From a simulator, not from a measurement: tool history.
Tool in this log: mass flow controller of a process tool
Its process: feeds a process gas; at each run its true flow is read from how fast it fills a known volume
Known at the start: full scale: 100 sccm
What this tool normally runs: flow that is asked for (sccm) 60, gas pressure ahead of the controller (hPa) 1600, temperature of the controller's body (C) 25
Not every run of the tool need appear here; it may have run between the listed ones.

run,day,flow that is asked for (sccm),gas pressure ahead of the controller (hPa),temperature of the controller's body (C),true flow (%)
1,0,60,1600,25,99.25
2,3.579,60,1600,25,99.15
3,8.321,60,1600,25,99.22
4,12.058,60,1600,25,99.25
5,19.188,60,1600,25,99.02
6,24.362,60,1600,25,99.07
7,28.704,60,1600,25,99.19
8,32.162,60,1910,25,99.34
9,37.825,60,1600,25,99
10,45.675,27,1600,25,98.59
11,50.925,27,1600,25,98.63
12,58.217,60,1600,38,100.07
13,64.017,60,1600,38,99.97
14,68.754,60,1600,38,100.02
15,73.55,60,1600,38,100.05
16,78.121,60,1600,38,100.05
17,85.596,60,1600,38,100.16
18,93.179,60,1600,38,100.18
19,98.688,60,1600,38,99.96
20,106.308,60,1600,25,98.88
21,109.692,60,1600,25,98.89
22,115.067,60,1600,25,98.85
23,121.392,60,2020,25,99.06
24,127.321,60,1600,20,98.38
25,133.133,60,1600,26,98.94
26,137.404,60,1600,26,98.97
27,143.221,60,1600,27,99
28,149.346,23,2300,27,99.24
29,153.517,91,2050,25,99.56
30,160.383,60,2000,22,98.84
31,166.208,60,1750,22,98.51
# day 166.575: controller's zero set anew
32,170.879,11,2280,29,100.82
33,175.804,13,1600,26,99.77
34,179.875,13,1600,26,99.92
35,186.204,12,1880,25,100.17
36,190.125,12,1880,25,100.2
# day 192.983: controller's zero set anew, once more
37,198.033,85,1600,27,98.85
38,205.912,34,2070,22,97.96
39,212.488,46,2220,25,98.39
40,219.171,34,1540,32,98.39
41,224.558,34,1540,32,98.26
42,230.408,34,1540,32,98.38
43,236.179,14,1660,27,97.88
44,242.642,69,1600,31,98.95
45,248.996,26,1880,22,97.67
46,256.742,61,2710,26,98.9

Difference, measured minus no-hidden-state, one row per run. Run-to-run variation is common to both terms; the gauge's own scatter need not be:
Unlogged tool condition in this case: flow at rest that the sensor doesn't see, % of full scale; true flow over the shown one, %; drift of the gauge itself on true_pct, %.
run,true flow (%)
1,+0.13
2,+0.12
3,+0.11
4,+0.1
5,+0.08
6,+0.07
7,+0.07
8,+0.05
9,+0.04
10,+0.2
11,+0.2
12,+0
13,-0.02
14,-0.03
15,-0.04
16,-0.05
17,-0.07
18,-0.09
19,-0.1
20,-0.12
21,-0.13
22,-0.14
23,-0.16
24,-0.18
25,-0.19
26,-0.19
27,-0.21
28,+0.31
29,-0.35
30,-0.25
31,-0.26
32,+1.99
33,+1.6
34,+1.63
35,+1.85
36,+1.87
37,-0.74
38,-0.72
39,-0.76
40,-0.74
41,-0.75
42,-0.75
43,-0.53
44,-0.85
45,-0.71
46,-0.88
